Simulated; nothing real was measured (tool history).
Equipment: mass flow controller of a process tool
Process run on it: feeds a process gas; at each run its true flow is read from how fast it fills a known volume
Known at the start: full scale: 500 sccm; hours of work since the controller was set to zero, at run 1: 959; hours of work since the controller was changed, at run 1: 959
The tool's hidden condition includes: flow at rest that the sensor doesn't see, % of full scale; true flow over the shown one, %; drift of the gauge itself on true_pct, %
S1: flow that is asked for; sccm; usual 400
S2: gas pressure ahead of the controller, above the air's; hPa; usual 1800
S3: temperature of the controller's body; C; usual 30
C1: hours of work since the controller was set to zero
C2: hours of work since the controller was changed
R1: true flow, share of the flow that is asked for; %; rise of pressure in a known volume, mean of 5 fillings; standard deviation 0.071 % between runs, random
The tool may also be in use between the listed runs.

| run | hour | S1 | S2 | S3 | C1 | C2 | R1 |
|---|---|---|---|---|---|---|---|
| 1 | 0 | 400 | 1800 | 30 | 959 | 959 | 99.3 |
| 2 | 187.3 | 72 | 1800 | 30 | 1080 | 1080 | 97.22 |
| 3 | 356.2 | 72 | 1800 | 30 | 1190 | 1190 | 97.29 |
| 4 | 447.1 | 72 | 1800 | 30 | 1249 | 1249 | 97.24 |
| 5 | 604.9 | 72 | 1800 | 34 | 1351 | 1351 | 97.19 |
| 6 | 706.5 | 72 | 1800 | 34 | 1417 | 1417 | 97.29 |
| 7 | 806.7 | 72 | 2280 | 34 | 1482 | 1482 | 97.27 |
| 8 | 971.4 | 72 | 2280 | 34 | 1589 | 1589 | 97.13 |
| 9 | 1060.1 | 72 | 2280 | 34 | 1647 | 1647 | 97.17 |
| 10 | 1248.5 | 72 | 2280 | 34 | 1769 | 1769 | 97.08 |
| 11 | 1402.1 | 72 | 1820 | 28 | 1869 | 1869 | 96.77 |
| 12 | 1569.1 | 233 | 1820 | 28 | 1977 | 1977 | 98.05 |
| 13 | 1685.4 | 233 | 1820 | 28 | 2053 | 2053 | 98.01 |
| 14 | 1804.6 | 233 | 2410 | 24 | 2130 | 2130 | 98.06 |
| 15 | 1961.5 | 393 | 1800 | 33 | 2232 | 2232 | 98.99 |
| 16 | 2051.7 | 393 | 1800 | 33 | 2291 | 2291 | 99.03 |
| 17 | 2205.1 | 393 | 1800 | 33 | 2390 | 2390 | 98.93 |
| 18 | 2296 | 98 | 1800 | 31 | 2449 | 2449 | 97.1 |
| 19 | 2460.9 | 192 | 1810 | 23 | 2556 | 2556 | 97.39 |
| 20 | 2548.2 | 172 | 1800 | 37 | 2613 | 2613 | 97.76 |

What if the next run were any one of these 5? Each begins from the tool's condition after run 20:
| A | 2652 | 172 | 1800 | 36 | 2680 | 2680 | ? |
| B | 2652 | 239 | 2560 | 37 | 2680 | 2680 | ? |
| C | 2652 | 400 | 1800 | 39 | 2680 | 2680 | ? |
| D | 2652 | 400 | 2610 | 22 | 2680 | 2680 | ? |
| E | 2652 | 95 | 2620 | 26 | 2680 | 2680 | ? |

| run | R1 |
|---|---|
| A | 97.66 |
| B | 98.26 |
| C | 99.21 |
| D | 98.68 |
| E | 96.69 |
Without the tool's unlogged condition, the same runs would have read:
| run | R1 |
|---|---|
| A | 98.72 |
| B | 99.21 |
| C | 100.04 |
| D | 99.51 |
| E | 98.08 |
